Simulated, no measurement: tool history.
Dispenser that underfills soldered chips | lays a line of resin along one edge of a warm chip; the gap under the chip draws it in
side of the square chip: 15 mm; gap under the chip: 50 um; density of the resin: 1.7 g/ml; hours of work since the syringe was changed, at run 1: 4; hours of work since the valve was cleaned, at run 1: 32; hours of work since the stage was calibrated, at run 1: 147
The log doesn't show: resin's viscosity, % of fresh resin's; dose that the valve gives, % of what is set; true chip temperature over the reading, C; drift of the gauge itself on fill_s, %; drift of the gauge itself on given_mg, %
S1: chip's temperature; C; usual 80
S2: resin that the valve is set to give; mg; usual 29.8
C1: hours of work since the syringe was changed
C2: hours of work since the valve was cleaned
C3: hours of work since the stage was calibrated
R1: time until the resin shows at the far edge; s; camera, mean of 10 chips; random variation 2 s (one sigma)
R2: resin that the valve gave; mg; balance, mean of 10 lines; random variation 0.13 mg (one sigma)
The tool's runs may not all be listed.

Run 1, hour 0: usual settings; C1 4; C2 32; C3 147. Result: R1 232.4 s, R2 29.11 mg.
Run 2, hour 5.3: usual settings; C1 8; C2 36; C3 150. Result: R1 263 s, R2 28.91 mg.
Run 3, hour 7.8: usual settings; C1 9; C2 37; C3 152. Result: R1 275.8 s, R2 28.66 mg.
At hour 9.6: new syringe of resin.
Run 4, hour 11.2: usual settings; C1 1; C2 39; C3 154. Result: R1 207.2 s, R2 28.73 mg.
Run 5, hour 14.9: usual settings but S2 33.5 mg; C1 4; C2 42; C3 157. Result: R1 221.5 s, R2 32.4 mg.
Run 6, hour 19.6: usual settings; C1 7; C2 45; C3 160. Result: R1 249.5 s, R2 28.73 mg.
Run 7, hour 23.6: usual settings but S2 28.1 mg; C1 10; C2 48; C3 163. Result: R1 277.9 s, R2 26.74 mg.
At hour 25.1: new syringe of resin.
Run 8, hour 27.6: usual settings but S1 76 C; C1 2; C2 50; C3 165. Result: R1 233 s, R2 28.48 mg.
Run 9, hour 30.5: usual settings but S1 76 C; C1 4; C2 52; C3 167. Result: R1 249 s, R2 28.4 mg.
Run 10, hour 34.5: usual settings but S1 76 C, S2 34 mg; C1 6; C2 55; C3 170. Result: R1 268.7 s, R2 32.19 mg.
Run 11, hour 37.4: usual settings; C1 8; C2 57; C3 172. Result: R1 261.6 s, R2 28.37 mg.
At hour 40.7: new syringe of resin.
Run 12, hour 43.2: usual settings but S2 25.7 mg; C1 2; C2 61; C3 175. Result: R1 221.5 s, R2 24.03 mg.
Run 13, hour 47.6: usual settings but S1 89 C; C1 5; C2 64; C3 178. Result: R1 178.2 s, R2 27.88 mg.
Run 14, hour 51.9: usual settings but S1 89 C; C1 8; C2 67; C3 181. Result: R1 197.6 s, R2 27.76 mg.
At hour 56.3: new syringe of resin.
Run 15, hour 57.3: usual settings but S2 25.7 mg; C1 1; C2 70; C3 185. Result: R1 208.7 s, R2 23.93 mg.
Run 16, hour 59.8: usual settings but S2 30.2 mg; C1 2; C2 72; C3 187. Result: R1 217.2 s, R2 28.29 mg.
Run 17, hour 63.9: usual settings but S2 28.3 mg; C1 5; C2 75; C3 189. Result: R1 240.3 s, R2 26.36 mg.
Run 18, hour 69.3: usual settings but S2 28.3 mg; C1 9; C2 78; C3 193. Result: R1 274.4 s, R2 26.33 mg.

Forecast run 19:
At hour 71.7: new syringe of resin.
Run 19, hour 73.9: usual settings but S2 28.3 mg; C1 1; C2 81; C3 196. Result: R1 ?, R2 ?.

Run 19 gave R1 212.1 s, R2 26.31 mg.
Without the tool's hidden state the same run would have given R1 204 s, R2 28.45 mg.
